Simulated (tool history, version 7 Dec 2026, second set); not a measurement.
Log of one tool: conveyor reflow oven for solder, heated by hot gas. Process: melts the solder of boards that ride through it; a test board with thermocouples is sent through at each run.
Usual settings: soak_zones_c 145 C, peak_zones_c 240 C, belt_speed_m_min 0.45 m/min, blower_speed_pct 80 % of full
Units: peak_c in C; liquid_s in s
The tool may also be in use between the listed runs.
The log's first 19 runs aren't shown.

run	day	soak_zones_c	peak_zones_c	belt_speed_m_min	blower_speed_pct	hours of work since the flux was cleaned out	hours of work since the belt drive was overhauled	hours of work since the thermocouples were changed	peak_c	liquid_s
20	11.488	151	230	0.379	80	150	482	150	220.8	83.4
21	12.171	151	230	0.379	80	157	489	157	220.8	83.2
22	13.029	143	240	0.45	67	166	498	166	222.2	66.5
23	13.629	143	240	0.383	64	173	505	173	226.5	82
24	14.442	145	252	0.45	80	181	513	181	235.8	74.9
25	15.262	145	252	0.473	80	190	522	190	233.7	70.4
26	15.654	157	252	0.473	55	194	526	194	230.7	73.9
27	16.204	155	238	0.419	81	200	532	200	226.3	80.1
28	16.817	145	240	0.45	64	206	538	206	221.7	66.6
29	17.662	140	240	0.45	80	215	547	215	223.5	66.6
30	18.05	140	240	0.45	80	219	551	219	223.8	66.4
31	18.725	145	253	0.45	74	227	559	227	235	75

4 ways to go on from here, each from the tool as it stands after run 31. What would each give?
# day 19.696: flux residue cleaned out of gas plates and filters
A	19.767	145	240	0.45	86	1	567	235	?	?
# day 19.696: flux residue cleaned out of gas plates and filters
B	19.767	145	253	0.488	69	1	567	235	?	?
# day 19.696: flux residue cleaned out of gas plates and filters
C	19.767	157	253	0.523	74	1	567	235	?	?
# day 19.696: flux residue cleaned out of gas plates and filters
D	19.767	145	239	0.447	86	1	567	235	?	?

run	peak_c	liquid_s
A	227.1	70.8
B	233.4	68.1
C	234.2	68.4
D	226.4	70.5
Without the tool's hidden state the same runs would have given:
run	peak_c	liquid_s
A	227.7	70
B	233.9	67.2
C	234.7	67.5
D	227	69.7
